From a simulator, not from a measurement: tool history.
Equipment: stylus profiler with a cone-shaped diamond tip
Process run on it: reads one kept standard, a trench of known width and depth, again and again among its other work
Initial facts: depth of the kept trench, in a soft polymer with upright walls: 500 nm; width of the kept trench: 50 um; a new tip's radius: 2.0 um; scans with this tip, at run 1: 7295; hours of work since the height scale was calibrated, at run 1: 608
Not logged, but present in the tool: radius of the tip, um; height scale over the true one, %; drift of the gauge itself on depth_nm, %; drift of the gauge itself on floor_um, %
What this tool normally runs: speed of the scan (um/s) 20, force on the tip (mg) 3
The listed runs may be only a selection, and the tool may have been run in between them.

run    hour  speed of the scan (um/s)  force on the tip (mg)  scans with this tip  hours of work since the height scale was calibrated  depth of the trench (nm)  width of the trench's floor (nm)
  1       0                        20                      3                 7295                                                  608                    506.65                             45250
       94.1  -- new tip fitted, height scale calibrated
  2   112.9                        20                    5.9                  161                                                   13                    509.19                             47210
  3   180.4                        20                    5.9                  741                                                   62                    509.46                             47020
  4   259.4                        20                    5.9                 1420                                                  118                     509.4                             46880
  5   358.6                        20                    5.9                 2272                                                  189                    509.53                             46600
  6   413.7                        15                      3                 2746                                                  229                    506.11                             46370
  7   533.2                        15                      3                 3773                                                  315                    506.26                             46090
  8   594.1                        15                      3                 4295                                                  358                    506.25                             45960
  9   646.7                        15                      3                 4748                                                  396                    506.23                             45850
 10   740.3                        15                      3                 5552                                                  463                    506.35                             45620
 11   829.5                        15                      3                 6318                                                  527                    506.46                             45440
 12   936.1                         6                      3                 7234                                                  603                    506.44                             45190
 13  1028.9                         6                      3                 8031                                                  670                    506.74                             45130
     1037.4  -- new tip fitted, height scale calibrated
 14  1081.1                         7                      3                  376                                                   31                       506                             47170
 15  1196.1                        20                   1.93                 1364                                                  114                    504.53                             46800
 16  1273.8                        71                      3                 2032                                                  169                    506.05                             46580
 17  1334.5                        71                   1.44                 2553                                                  213                    503.79                             46300
 18  1426.6                        20                   8.03                 3345                                                  279                    512.02                             46270
 19  1491.2                        20                   8.03                 3899                                                  325                    511.95                             46100
     1500.9  -- height scale calibrated on a step standard
 20  1603.6                        20                      3                 4861                                                   74                    506.68                             45730
 21  1716.7                        20                      3                 5833                                                  155                    506.77                             45510
 22  1811.1                         7                   1.43                 6643                                                  222                    504.46                             45390
 23  1892.1                        46                   1.99                 7339                                                  280                    505.63                             45240
 24  1961.8                        46                   6.78                 7938                                                  330                    511.18                             45090
     1984.9  -- new tip fitted, height scale calibrated
     2055.3  -- height scale calibrated on a step standard, once more
 25  2057.5                        46                   6.78                  619                                                    2                    510.16                             47060
 26  2146.3                        31                    5.4                 1382                                                   65                    508.85                             46800
 27  2224.1                        19                   8.82                 2050                                                  121                    512.61                             46670
 28    2347                         7                   1.62                 3106                                                  209                    504.13                             46300
 29  2418.2                         7                    3.3                 3718                                                  260                    506.61                             46150
 30  2491.9                         9                   2.92                 4351                                                  313                    506.24                             46000
 31  2598.9                         9                   4.08                 5270                                                  389                    507.68                             45740
 32  2682.1                         9                   4.08                 5986                                                  449                     507.8                             45660
 33  2770.8                        20                   1.06                 6748                                                  513                    503.42                             45380
 34  2837.2                         8                   1.85                 7318                                                  560                    504.84                             45220
     2928.7  -- new tip fitted, height scale calibrated
 35  2932.5                        44                   1.02                   32                                                    3                    503.12                             47220
 36  3015.2                        19                   2.03                  743                                                   62                    504.73                             47050
 37  3081.9                        20                   7.48                 1317                                                  110                    511.64                             46760
 38    3165                        17                   1.55                 2031                                                  169                    504.29                             46610
 39  3264.7                        17                   1.55                 2887                                                  241                    504.32                             46290
 40  3323.2                        47                   5.69                 3389                                                  283                    509.67                             46190
 41  3401.9                        47                   5.69                 4066                                                  339                    509.63                             45930

Hidden state at the last listed run before each entry between runs and at the first one after, where it differs:
Run 1 -> run 2: new tip fitted, height scale calibrated (hour 94.1)
  radius of the tip, um: 5.82 -> 2.1; height scale over the true one, %: 0.136 -> -0.019
  measured value less the no-hidden-state value, depth of the trench (nm): +0.69 -> -0.1; width of the trench's floor (nm): -2070 -> -70
Run 13 -> run 14: new tip fitted, height scale calibrated (hour 1037.4)
  radius of the tip, um: 6.33 -> 2.25; height scale over the true one, %: 0.117 -> 0.017
  measured value less the no-hidden-state value, depth of the trench (nm): +0.6 -> +0.09; width of the trench's floor (nm): -2280 -> -180
Run 19 -> run 20: height scale calibrated on a step standard (hour 1500.9)
  radius of the tip, um: 4.11 -> 4.64; height scale over the true one, %: 0.078 -> 0.135
  measured value less the no-hidden-state value, depth of the trench (nm): +0.39 -> +0.68; width of the trench's floor (nm): -1280 -> -1540
Run 24 -> run 25: new tip fitted, height scale calibrated (hour 1984.9); height scale calibrated on a step standard, once more (hour 2055.3)
  radius of the tip, um: 6.27 -> 2.31; height scale over the true one, %: 0.187 -> -0.002
  measured value less the no-hidden-state value, depth of the trench (nm): +0.95 -> -0.01; width of the trench's floor (nm): -2270 -> -230
Run 34 -> run 35: new tip fitted, height scale calibrated (hour 2928.7)
  radius of the tip, um: 5.87 -> 2.04; height scale over the true one, %: 0.11 -> 0.034
  measured value less the no-hidden-state value, depth of the trench (nm): +0.56 -> +0.17; width of the trench's floor (nm): -2090 -> -30
